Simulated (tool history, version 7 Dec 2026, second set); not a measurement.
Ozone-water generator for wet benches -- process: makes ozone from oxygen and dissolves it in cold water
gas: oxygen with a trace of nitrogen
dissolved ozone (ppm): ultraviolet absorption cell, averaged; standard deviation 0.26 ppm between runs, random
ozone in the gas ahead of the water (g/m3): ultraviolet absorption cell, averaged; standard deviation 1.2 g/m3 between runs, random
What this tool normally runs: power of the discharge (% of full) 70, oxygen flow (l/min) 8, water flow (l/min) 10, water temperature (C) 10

| run | hour | power of the discharge (% of full) | oxygen flow (l/min) | water flow (l/min) | water temperature (C) | dissolved ozone (ppm) | ozone in the gas ahead of the water (g/m3) |
|---|---|---|---|---|---|---|---|
| 1 | 0 | 70 | 8 | 10 | 10 | 40.5 | 228 |
| 2 | 71.6 | 70 | 8 | 10 | 10 | 40.4 | 228.4 |
| 3 | 108.9 | 70 | 8 | 10 | 10 | 40.6 | 227.4 |
| 4 | 174.6 | 70 | 8 | 10 | 10 | 40.4 | 229.5 |
| 5 | 212.9 | 84 | 8 | 10 | 10 | 48.1 | 272.1 |
| 6 | 246.6 | 84 | 8 | 10 | 10 | 48.1 | 269.6 |
| 7 | 279.3 | 84 | 8 | 10 | 10 | 47.8 | 272.6 |
| 8 | 355.3 | 77 | 8 | 10 | 10 | 43.4 | 252.7 |
| 9 | 418.5 | 77 | 8 | 10 | 10 | 43.6 | 254 |
| 10 | 465.9 | 77 | 8 | 10 | 10 | 44.1 | 252 |
| 11 | 511.8 | 77 | 8 | 10 | 10 | 43.9 | 252.4 |
| 12 | 548 | 77 | 8 | 10 | 10 | 44.1 | 252.7 |
| 13 | 594.9 | 77 | 8 | 10 | 10 | 44.7 | 252.7 |
| 14 | 665.2 | 77 | 8 | 10 | 14 | 39.8 | 254.6 |
| 15 | 733.4 | 77 | 8 | 10 | 14 | 40.5 | 256.3 |
| 16 | 772.9 | 70 | 8 | 11 | 10 | 38.1 | 232.7 |
| 17 | 839.3 | 42 | 11.26 | 10 | 14 | 22.1 | 125.9 |
| 18 | 916.2 | 75 | 8 | 13 | 11 | 35.5 | 249 |
| 19 | 958 | 75 | 7.1 | 15 | 8 | 34.1 | 262.4 |
|  | 971.6 | gauge calibrated |
| 20 | 1020.6 | 75 | 7.1 | 15 | 8 | 33.6 | 252 |
| 21 | 1092.9 | 75 | 7.1 | 7 | 8 | 55.2 | 252.6 |
| 22 | 1151.6 | 75 | 7.1 | 7 | 8 | 55.5 | 256.1 |
| 23 | 1229.8 | 49 | 5.89 | 7 | 15 | 32.4 | 185.7 |
| 24 | 1286.7 | 49 | 5.89 | 7 | 15 | 32.5 | 186.7 |
| 25 | 1335 | 49 | 5.89 | 7 | 15 | 32.5 | 186.7 |
| 26 | 1391.6 | 49 | 5.89 | 7 | 15 | 32.8 | 186.7 |
| 27 | 1449.7 | 49 | 5.89 | 7 | 15 | 32.6 | 187 |
| 28 | 1481.5 | 55 | 7.57 | 7 | 15 | 34.9 | 189.1 |
| 29 | 1516.9 | 55 | 7.57 | 7 | 15 | 34.9 | 187.5 |
| 30 | 1583.4 | 82 | 9.2 | 10 | 16 | 40.4 | 253.3 |
|  | 1601.2 | water thermometer calibrated |
| 31 | 1636.4 | 57 | 5.17 | 10 | 6 | 35.5 | 229.2 |
| 32 | 1694.8 | 57 | 5.17 | 10 | 6 | 35.7 | 227.4 |

Same runs, no hidden state in the tool, same run-to-run variation:
Hidden conditions of the tool in this case: yield of the discharge, % of new electrodes'; contactor's efficiency, % of a clean one's; true water temperature over the reading, C; drift of the gauge itself on ozone_ppm, %; drift of the gauge itself on gas_g_m3, %.
| run | ozone in the gas ahead of the water (g/m3) |
|---|---|
| 1 | 228 |
| 2 | 228 |
| 3 | 226.7 |
| 4 | 228.3 |
| 5 | 270.5 |
| 6 | 267.7 |
| 7 | 270.3 |
| 8 | 250.1 |
| 9 | 250.9 |
| 10 | 248.5 |
| 11 | 248.6 |
| 12 | 248.6 |
| 13 | 248.3 |
| 14 | 249.7 |
| 15 | 250.8 |
| 16 | 227.4 |
| 17 | 122.8 |
| 18 | 242.3 |
| 19 | 255.1 |
| 20 | 251.7 |
| 21 | 251.8 |
| 22 | 254.8 |
| 23 | 184.3 |
| 24 | 185 |
| 25 | 184.7 |
| 26 | 184.4 |
| 27 | 184.4 |
| 28 | 186.3 |
| 29 | 184.6 |
| 30 | 248.8 |
| 31 | 224.7 |
| 32 | 222.6 |
For dissolved ozone (ppm), the value without the hidden state is never more than 0.1 from the measured value.
